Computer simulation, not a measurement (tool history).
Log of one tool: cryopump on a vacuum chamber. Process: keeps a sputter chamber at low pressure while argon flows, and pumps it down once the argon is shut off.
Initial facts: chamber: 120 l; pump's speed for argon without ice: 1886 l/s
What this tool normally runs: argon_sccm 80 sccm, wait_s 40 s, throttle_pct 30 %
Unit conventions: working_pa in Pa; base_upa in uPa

run	hour	argon_sccm	wait_s	throttle_pct	working_pa	base_upa
1	0	80	40	30	0.2405	2.51
2	12.8	80	40	30	0.2415	2.53
3	26.3	80	40	30	0.2403	2.59
4	42.7	80	40	30	0.2419	2.61
5	60	40	40	30	0.1205	2.59
6	74.9	40	40	30	0.1199	2.55
7	86.6	40	40	30	0.121	2.5
8	102.9	40	40	30	0.1194	2.6
9	116.6	126	49	30	0.3777	2.37
10	136	56	40	20	0.2519	2.59
11	149.8	78	40	32	0.2216	2.61
12	161.6	78	40	32	0.2211	2.65
13	177.2	45	86	27	0.1504	2.03
14	196.4	79	242	16	0.4456	1.64

Each row is a separate what-if for the run after 14, all from the same tool condition, not one after another. Results?
A	211	46	242	16	?	?
B	211	78	40	42	?	?
C	211	78	40	30	?	?

run	working_pa	base_upa
A	0.2587	1.63
B	0.1685	2.65
C	0.2354	2.61
Take away the tool's hidden state, keep each run's random variation, and the runs would have read:
run	working_pa	base_upa
A	0.2573	0.37
B	0.166	1.38
C	0.2329	1.35
